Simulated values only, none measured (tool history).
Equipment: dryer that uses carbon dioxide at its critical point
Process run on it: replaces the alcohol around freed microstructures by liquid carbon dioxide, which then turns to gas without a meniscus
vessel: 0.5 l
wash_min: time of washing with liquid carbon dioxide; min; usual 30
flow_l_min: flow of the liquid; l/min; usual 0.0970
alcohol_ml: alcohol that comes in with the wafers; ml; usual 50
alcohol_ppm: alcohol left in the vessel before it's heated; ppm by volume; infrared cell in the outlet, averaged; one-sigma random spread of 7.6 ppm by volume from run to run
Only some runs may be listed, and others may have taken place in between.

run	hour	wash_min	flow_l_min	alcohol_ml	alcohol_ppm
1	0.0	30	0.0970	50	530
2	22.6	30	0.0970	50	550
3	39.3	30	0.0970	50	577
4	52.3	30	0.0970	50	584
5	74.0	30	0.0749	50	1864
6	98.1	47	0.0693	95	608
7	110.1	47	0.0693	95	641
8	132.2	21	0.1016	37	1762
9	156.0	30	0.0988	95	1080
10	169.7	30	0.1012	41	446

Measured result minus the same run's result without the hidden state. Both carry the same run-to-run variation, though not necessarily the same gauge scatter:
The hidden state here: flow that reaches the vessel past the clogged filter, %; alcohol in the recycled carbon dioxide, ppm; drift of the gauge itself on alcohol_ppm, %.
run	alcohol_ppm
1	+161
2	+178
3	+188
4	+196
5	+492
6	+238
7	+254
8	+497
9	+422
10	+192
